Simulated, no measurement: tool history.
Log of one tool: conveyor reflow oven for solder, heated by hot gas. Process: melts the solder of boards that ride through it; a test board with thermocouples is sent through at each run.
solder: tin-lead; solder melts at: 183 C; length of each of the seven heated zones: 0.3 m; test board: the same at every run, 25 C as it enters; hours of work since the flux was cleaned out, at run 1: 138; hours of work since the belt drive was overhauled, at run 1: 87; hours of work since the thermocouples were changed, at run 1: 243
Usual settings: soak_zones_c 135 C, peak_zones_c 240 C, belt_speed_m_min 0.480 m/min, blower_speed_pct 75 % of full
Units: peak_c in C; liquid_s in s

run,day,soak_zones_c,peak_zones_c,belt_speed_m_min,blower_speed_pct,hours of work since the flux was cleaned out,hours of work since the belt drive was overhauled,hours of work since the thermocouples were changed,peak_c,liquid_s
1,0.000,135,240,0.480,75,138,87,243,222.2,59.3
2,3.054,135,240,0.480,75,170,120,276,221.2,59.4
3,5.104,135,240,0.480,75,192,141,298,220.9,57.8
4,8.950,135,240,0.480,75,233,182,339,221.6,58.6
# day 12.000: flux residue cleaned out of gas plates and filters
5,12.000,135,240,0.480,75,0,213,369,224.4,60.0
6,14.912,135,240,0.480,75,31,244,400,224.4,59.8
7,16.671,135,240,0.409,75,50,262,418,228.1,74.1
8,18.375,135,240,0.409,75,68,280,437,227.5,74.4
9,21.421,140,245,0.394,57,100,313,469,230.4,80.7
10,23.729,126,245,0.394,65,125,337,494,230.0,75.3
11,26.529,135,240,0.480,75,155,367,523,221.6,59.6
12,28.233,135,251,0.480,60,173,385,542,227.5,62.4
13,31.992,121,232,0.480,60,213,425,582,208.2,43.4
14,35.871,135,240,0.568,61,254,467,623,210.7,41.7
# day 37.067: flux residue cleaned out of gas plates and filters
15,38.338,137,240,0.480,69,14,491,647,224.0,60.2
16,40.717,137,246,0.480,54,39,516,672,223.4,60.9

Forecast each of these 3 alternatives for the next run:
A,43.588,121,246,0.480,72,69,546,703,?,?
B,43.588,137,231,0.480,66,69,546,703,?,?
C,43.588,122,246,0.534,86,69,546,703,?,?

run,peak_c,liquid_s
A,224.9,58.4
B,213.3,53.3
C,224.7,52.7
Without the tool's hidden state the same runs would have given:
run,peak_c,liquid_s
A,227.4,59.0
B,215.7,54.3
C,227.3,53.3
